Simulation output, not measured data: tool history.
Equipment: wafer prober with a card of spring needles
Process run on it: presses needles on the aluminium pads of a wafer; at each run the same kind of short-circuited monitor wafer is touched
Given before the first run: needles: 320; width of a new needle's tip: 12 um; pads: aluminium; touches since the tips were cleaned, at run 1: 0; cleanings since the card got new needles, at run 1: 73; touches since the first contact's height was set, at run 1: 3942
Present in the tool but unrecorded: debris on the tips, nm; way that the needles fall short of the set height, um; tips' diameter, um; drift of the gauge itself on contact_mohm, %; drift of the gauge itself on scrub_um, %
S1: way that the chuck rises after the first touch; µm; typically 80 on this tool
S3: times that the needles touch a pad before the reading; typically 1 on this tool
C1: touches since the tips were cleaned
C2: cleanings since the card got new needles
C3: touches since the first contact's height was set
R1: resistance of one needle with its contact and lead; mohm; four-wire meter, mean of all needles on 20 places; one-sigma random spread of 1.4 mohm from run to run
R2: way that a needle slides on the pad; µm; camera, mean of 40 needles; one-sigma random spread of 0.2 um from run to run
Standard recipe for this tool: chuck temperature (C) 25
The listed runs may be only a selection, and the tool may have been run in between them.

Run 1, hour 0: usual settings; C1 0; C2 73; C3 3942. Result: R1 130 mohm, R2 21.07 µm.
At hour 6.2: tips cleaned on abrasive film.
At hour 12.8: tips cleaned on abrasive film.
At hour 18.1: tips cleaned on abrasive film.
Run 2, hour 18.1: usual settings but chuck temperature (C) 49; C1 0; C2 76; C3 11131. Result: R1 131 mohm, R2 21.57 µm.
At hour 24.1: tips cleaned on abrasive film.
At hour 29.6: tips cleaned on abrasive film.
Run 3, hour 31.7: usual settings but chuck temperature (C) 49; C1 837; C2 78; C3 16573. Result: R1 129 mohm, R2 21.19 µm.
At hour 35.6: tips cleaned on abrasive film.
At hour 41.9: tips cleaned on abrasive film.
At hour 47.3: tips cleaned on abrasive film.
Run 4, hour 50.3: usual settings but chuck temperature (C) 49; C1 1206; C2 81; C3 23955. Result: R1 131 mohm, R2 21.33 µm.
At hour 53.6: tips cleaned on abrasive film.
At hour 59.1: tips cleaned on abrasive film.
Run 5, hour 60.6: usual settings but chuck temperature (C) 49; C1 609; C2 83; C3 28062. Result: R1 129 mohm, R2 21.44 µm.
At hour 64.6: tips cleaned on abrasive film.
At hour 70.3: tips cleaned on abrasive film.
Run 6, hour 72.7: usual settings; C1 981; C2 85; C3 32881. Result: R1 129 mohm, R2 21.29 µm.
At hour 76: tips cleaned on abrasive film.
At hour 81.4: tips cleaned on abrasive film.
Run 7, hour 81.4: usual settings but chuck temperature (C) 64; C1 0; C2 87; C3 36301. Result: R1 134 mohm, R2 21.56 µm.
At hour 87: tips cleaned on abrasive film.
At hour 92.6: tips cleaned on abrasive film.
Run 8, hour 92.6: usual settings but chuck temperature (C) 64; C1 0; C2 89; C3 40764. Result: R1 134 mohm, R2 21.39 µm.
At hour 98.4: tips cleaned on abrasive film.
At hour 103.7: tips cleaned on abrasive film.
Run 9, hour 104.1: usual settings but chuck temperature (C) 64; C1 144; C2 91; C3 45314. Result: R1 135 mohm, R2 21.69 µm.
At hour 109.1: tips cleaned on abrasive film.
At hour 114.9: tips cleaned on abrasive film.
Run 10, hour 118.4: usual settings but chuck temperature (C) 64; C1 1378; C2 93; C3 51019. Result: R1 136 mohm, R2 21.33 µm.
At hour 120.8: tips cleaned on abrasive film.
At hour 126.2: tips cleaned on abrasive film.
Run 11, hour 129.2: usual settings but chuck temperature (C) 64; C1 1228; C2 95; C3 55332. Result: R1 135 mohm, R2 21.21 µm.
At hour 131.9: tips cleaned on abrasive film.
At hour 138: tips cleaned on abrasive film.
At hour 144.4: tips cleaned on abrasive film.
Run 12, hour 147.3: usual settings but chuck temperature (C) 28; C1 1193; C2 98; C3 62540. Result: R1 129 mohm, R2 21.25 µm.
At hour 150.4: tips cleaned on abrasive film.
At hour 156.2: tips cleaned on abrasive film.
Run 13, hour 157.7: usual settings but chuck temperature (C) 28; C1 603; C2 100; C3 66647. Result: R1 126 mohm, R2 21.32 µm.
At hour 161.7: tips cleaned on abrasive film.
At hour 167.1: tips cleaned on abrasive film.
Run 14, hour 168.3: usual settings but S1 94 µm, chuck temperature (C) 35, S3 2; C1 464; C2 102; C3 70862. Result: R1 128 mohm, R2 25.12 µm.
At hour 173.2: tips cleaned on abrasive film.
At hour 179.3: tips cleaned on abrasive film.
At hour 185.7: tips cleaned on abrasive film.
Run 15, hour 187: usual settings but S1 79 µm, chuck temperature (C) 29; C1 534; C2 105; C3 78327. Result: R1 130 mohm, R2 20.91 µm.
At hour 191.4: tips cleaned on abrasive film.
At hour 197.4: tips cleaned on abrasive film.
Run 16, hour 199.2: usual settings but chuck temperature (C) 60, S3 2; C1 748; C2 107; C3 83171. Result: R1 133 mohm, R2 21.6 µm.
At hour 203.8: tips cleaned on abrasive film.
At hour 209.7: tips cleaned on abrasive film.
At hour 215.8: tips cleaned on abrasive film.
Run 17, hour 218.1: usual settings but S1 94 µm, chuck temperature (C) 105; C1 928; C2 110; C3 90688. Result: R1 137 mohm, R2 24.76 µm.
At hour 221.4: tips cleaned on abrasive film.
At hour 226.8: tips cleaned on abrasive film.
Run 18, hour 231.1: usual settings but S1 94 µm, chuck temperature (C) 105; C1 1733; C2 112; C3 95852. Result: R1 142 mohm, R2 25.12 µm.
At hour 232.3: tips cleaned on abrasive film.
At hour 238.7: tips cleaned on abrasive film.
At hour 244.5: tips cleaned on abrasive film.
Run 19, hour 248.2: usual settings but S1 81 µm, chuck temperature (C) 28, S3 2; C1 1499; C2 115; C3 102685. Result: R1 127 mohm, R2 21.67 µm.
At hour 250.3: tips cleaned on abrasive film.
At hour 256.3: tips cleaned on abrasive film.
At hour 262.1: tips cleaned on abrasive film.
Run 20, hour 262.6: usual settings but S1 81 µm, chuck temperature (C) 28, S3 2; C1 220; C2 118; C3 108374. Result: R1 129 mohm, R2 21.8 µm.
At hour 268.6: tips cleaned on abrasive film.
At hour 275.2: tips cleaned on abrasive film.
Run 21, hour 277.4: usual settings but S1 93 µm, chuck temperature (C) 71, S3 2; C1 886; C2 120; C3 114267. Result: R1 134 mohm, R2 24.83 µm.
At hour 281: tips cleaned on abrasive film.
At hour 287.3: tips cleaned on abrasive film.
Run 22, hour 287.4: usual settings but S1 93 µm, chuck temperature (C) 71, S3 2; C1 31; C2 122; C3 118243. Result: R1 135 mohm, R2 24.84 µm.
At hour 293.4: tips cleaned on abrasive film.
At hour 299.4: tips cleaned on abrasive film.
At hour 304.9: tips cleaned on abrasive film.
Run 23, hour 305.8: usual settings but S1 93 µm, chuck temperature (C) 71, S3 2; C1 360; C2 125; C3 125562. Result: R1 134 mohm, R2 24.99 µm.
At hour 310.2: tips cleaned on abrasive film.
At hour 316.3: tips cleaned on abrasive film.
Run 24, hour 319: usual settings but chuck temperature (C) 85, S3 2; C1 1101; C2 127; C3 130827. Result: R1 138 mohm, R2 21.52 µm.
At hour 322.5: tips cleaned on abrasive film.
Run 25, hour 327.2: usual settings but S1 72 µm, chuck temperature (C) 90; C1 1890; C2 128; C3 134088. Result: R1 138 mohm, R2 19.43 µm.

5 ways to go on from here, each from the tool as it stands after run 25. What would each give?
At hour 328.4: tips cleaned on abrasive film.
At hour 334.2: tips cleaned on abrasive film.
Run A, hour 336.7: usual settings but chuck temperature (C) 35; C1 1004; C2 130; C3 137851. Result: R1 ?, R2 ?.
At hour 328.4: tips cleaned on abrasive film.
At hour 334.2: tips cleaned on abrasive film.
Run B, hour 336.7: usual settings but S1 72 µm, chuck temperature (C) 66; C1 1004; C2 130; C3 137851. Result: R1 ?, R2 ?.
At hour 328.4: tips cleaned on abrasive film.
At hour 334.2: tips cleaned on abrasive film.
Run C, hour 336.7: usual settings; C1 1004; C2 130; C3 137851. Result: R1 ?, R2 ?.
At hour 328.4: tips cleaned on abrasive film.
At hour 334.2: tips cleaned on abrasive film.
Run D, hour 336.7: usual settings but chuck temperature (C) 82; C1 1004; C2 130; C3 137851. Result: R1 ?, R2 ?.
At hour 328.4: tips cleaned on abrasive film.
At hour 334.2: tips cleaned on abrasive film.
Run E, hour 336.7: usual settings but S1 72 µm, chuck temperature (C) 60, S3 2; C1 1004; C2 130; C3 137851. Result: R1 ?, R2 ?.

run   R1     R2
  A  129  21.61
  B  134  19.09
  C  127   21.5
  D  138  21.33
  E  135  19.28
With the hidden condition removed and each run's random variation left untouched, the same runs would have given:
run   R1     R2
  A  129  21.64
  B  134  19.12
  C  127  21.53
  D  138  21.36
  E  134  19.31
